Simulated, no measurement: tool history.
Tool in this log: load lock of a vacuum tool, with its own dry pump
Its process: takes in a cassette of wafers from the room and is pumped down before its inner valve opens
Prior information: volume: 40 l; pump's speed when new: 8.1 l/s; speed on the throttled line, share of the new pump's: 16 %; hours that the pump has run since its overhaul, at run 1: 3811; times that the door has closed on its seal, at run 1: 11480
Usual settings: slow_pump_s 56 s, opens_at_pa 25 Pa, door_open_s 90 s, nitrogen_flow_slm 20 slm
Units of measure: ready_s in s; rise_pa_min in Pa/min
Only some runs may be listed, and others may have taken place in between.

| run | day | slow_pump_s | opens_at_pa | door_open_s | nitrogen_flow_slm | hours that the pump has run since its overhaul | times that the door has closed on its seal | incoming humidity of the room's air, % | ready_s | rise_pa_min |
|---|---|---|---|---|---|---|---|---|---|---|
| 1 | 0 | 56 | 25 | 90 | 20 | 3811 | 11480 | 46 | 90.9 | 0.054 |
| 2 | 8.346 | 56 | 33 | 90 | 20 | 4011 | 12343 | 46.6 | 90 | 0.057 |
| 3 | 12.542 | 56 | 28 | 90 | 20 | 4112 | 12777 | 44.2 | 91.5 | 0.057 |
| 4 | 18.317 | 56 | 28 | 90 | 20 | 4250 | 13375 | 44.4 | 90.7 | 0.057 |
| 5 | 27.088 | 56 | 28 | 90 | 20 | 4461 | 14282 | 43.1 | 92.5 | 0.06 |
| 6 | 34.104 | 56 | 25 | 90 | 20 | 4629 | 15008 | 43.5 | 92.7 | 0.065 |
| 7 | 39.954 | 56 | 25 | 90 | 20 | 4769 | 15612 | 41.4 | 92.1 | 0.063 |
| 8 | 44.108 | 56 | 25 | 122 | 20 | 4869 | 16042 | 43.2 | 92.7 | 0.074 |
| 9 | 51.75 | 56 | 25 | 122 | 20 | 5053 | 16832 | 47.2 | 92.9 | 0.072 |
| 10 | 58.492 | 56 | 25 | 122 | 20 | 5214 | 17530 | 43 | 92.9 | 0.07 |
| 11 | 63.312 | 56 | 25 | 90 | 20 | 5330 | 18029 | 48.6 | 92.9 | 0.069 |
| 12 | 71.433 | 56 | 25 | 90 | 20 | 5525 | 18869 | 45.2 | 93 | 0.072 |
| 13 | 80.158 | 83 | 20 | 165 | 42 | 5734 | 19771 | 43.6 | 116.9 | 0.063 |
| 14 | 87.067 | 98 | 42 | 90 | 20 | 5900 | 20485 | 45.3 | 124.9 | 0.07 |
| 15 | 95.679 | 97 | 40 | 83 | 5 | 6107 | 21376 | 43 | 124.4 | 0.094 |
| 16 | 100.712 | 56 | 22 | 32 | 20 | 6228 | 21897 | 44.7 | 94 | 0.06 |
| 17 | 108.683 | 56 | 26 | 35 | 11 | 6419 | 22721 | 44 | 93.2 | 0.068 |
| 18 | 112.467 | 56 | 26 | 35 | 11 | 6510 | 23113 | 44.8 | 94.1 | 0.072 |
| 19 | 116.696 | 45 | 34 | 90 | 10 | 6611 | 23550 | 44.4 | 83.2 | 0.094 |
| 20 | 121.496 | 56 | 24 | 90 | 43 | 6726 | 24047 | 41.7 | 94.6 | 0.062 |
| 21 | 127.554 | 59 | 24 | 42 | 20 | 6872 | 24673 | 44.4 | 96.3 | 0.071 |
| 22 | 135.854 | 56 | 35 | 32 | 20 | 7071 | 25532 | 45.9 | 92.7 | 0.062 |
| 23 | 139.538 | 48 | 34 | 138 | 5 | 7159 | 25912 | 46.2 | 86.1 | 0.121 |

Below are 4 alternative next runs, each starting from the tool's condition after run 23. Predict each:
| A | 147.558 | 56 | 41 | 140 | 22 | 7352 | 26742 | 44 | ? | ? |
| B | 147.558 | 44 | 40 | 90 | 5 | 7352 | 26742 | 48.9 | ? | ? |
| C | 147.558 | 48 | 34 | 138 | 6 | 7352 | 26742 | 45.2 | ? | ? |
| D | 147.558 | 48 | 20 | 138 | 5 | 7352 | 26742 | 41.7 | ? | ? |

| run | ready_s | rise_pa_min |
|---|---|---|
| A | 91.9 | 0.092 |
| B | 81.8 | 0.118 |
| C | 85.9 | 0.12 |
| D | 89.4 | 0.126 |
Stripped of hidden state, with their random variation kept, the same runs would have yielded:
| run | ready_s | rise_pa_min |
|---|---|---|
| A | 86.1 | 0.048 |
| B | 75.6 | 0.074 |
| C | 79.7 | 0.076 |
| D | 82.6 | 0.081 |

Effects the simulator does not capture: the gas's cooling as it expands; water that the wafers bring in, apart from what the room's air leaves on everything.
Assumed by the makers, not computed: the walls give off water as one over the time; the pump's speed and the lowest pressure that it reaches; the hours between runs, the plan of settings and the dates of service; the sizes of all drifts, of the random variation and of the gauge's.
